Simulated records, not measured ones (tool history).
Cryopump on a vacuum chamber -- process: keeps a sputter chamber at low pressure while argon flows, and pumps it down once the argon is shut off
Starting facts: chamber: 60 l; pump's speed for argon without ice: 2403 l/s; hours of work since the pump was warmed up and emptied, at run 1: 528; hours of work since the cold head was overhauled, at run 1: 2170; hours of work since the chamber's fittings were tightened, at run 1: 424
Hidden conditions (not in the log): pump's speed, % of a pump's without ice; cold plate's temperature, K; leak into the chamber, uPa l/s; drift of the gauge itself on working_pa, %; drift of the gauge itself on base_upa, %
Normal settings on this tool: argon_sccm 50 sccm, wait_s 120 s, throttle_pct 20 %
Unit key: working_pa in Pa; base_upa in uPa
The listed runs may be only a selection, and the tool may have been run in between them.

| run | hour | argon_sccm | wait_s | throttle_pct | hours of work since the pump was warmed up and emptied | hours of work since the cold head was overhauled | hours of work since the chamber's fittings were tightened | working_pa | base_upa |
|---|---|---|---|---|---|---|---|---|---|
| 1 | 0 | 50 | 120 | 20 | 528 | 2170 | 424 | 0.1809 | 0.88 |
| 2 | 86.2 | 50 | 120 | 20 | 576 | 2218 | 472 | 0.1826 | 0.92 |
| 3 | 172 | 50 | 120 | 20 | 624 | 2266 | 520 | 0.1806 | 0.94 |
| 4 | 229.5 | 50 | 120 | 20 | 655 | 2297 | 552 | 0.1804 | 0.97 |
| 5 | 286.3 | 50 | 120 | 20 | 687 | 2329 | 583 | 0.1826 | 1.01 |
| 6 | 343.2 | 50 | 106 | 20 | 718 | 2360 | 615 | 0.1809 | 1.04 |
| 7 | 412.5 | 50 | 106 | 20 | 757 | 2399 | 653 | 0.1828 | 1.09 |
|  | 467.6 | pump warmed up, emptied and cooled again |
| 8 | 516.2 | 50 | 106 | 20 | 27 | 2453 | 708 | 0.1769 | 1.06 |
| 9 | 566.4 | 50 | 106 | 20 | 55 | 2481 | 735 | 0.1763 | 1.07 |
| 10 | 643.2 | 50 | 120 | 20 | 97 | 2524 | 778 | 0.1775 | 1.03 |
| 11 | 696.3 | 55 | 120 | 20 | 127 | 2553 | 807 | 0.196 | 1.02 |
| 12 | 780.9 | 55 | 120 | 24 | 174 | 2600 | 854 | 0.1642 | 1.04 |
| 13 | 825.9 | 50 | 120 | 20 | 199 | 2625 | 879 | 0.1773 | 1.06 |
| 14 | 891.5 | 50 | 120 | 20 | 235 | 2661 | 916 | 0.178 | 1.09 |
| 15 | 981.6 | 31 | 120 | 20 | 285 | 2711 | 966 | 0.1112 | 1.12 |
| 16 | 1028.8 | 31 | 120 | 20 | 311 | 2738 | 992 | 0.1109 | 1.14 |
| 17 | 1080.9 | 31 | 120 | 20 | 340 | 2766 | 1021 | 0.112 | 1.2 |
| 18 | 1156 | 31 | 120 | 20 | 381 | 2808 | 1062 | 0.1124 | 1.16 |
| 19 | 1234.5 | 50 | 21 | 20 | 425 | 2852 | 1106 | 0.1787 | 3.44 |
| 20 | 1291.5 | 50 | 21 | 20 | 457 | 2883 | 1137 | 0.1793 | 3.53 |
| 21 | 1377.6 | 50 | 83 | 56 | 504 | 2931 | 1185 | 0.0677 | 1.48 |
| 22 | 1448.5 | 36 | 187 | 54 | 544 | 2970 | 1224 | 0.0509 | 1.09 |
| 23 | 1491.2 | 32 | 98 | 20 | 567 | 2994 | 1248 | 0.1149 | 1.44 |

What does the tool deliver on the next run?
| 24 | 1589.9 | 42 | 67 | 20 | 622 | 3048 | 1303 | ? | ? |

Run 24 yielded working_pa 0.1531 Pa, base_upa 1.8 uPa.
With the hidden condition absent and the run-to-run variation left alone, this run would have shown working_pa 0.1483 Pa, base_upa 1.05 uPa.
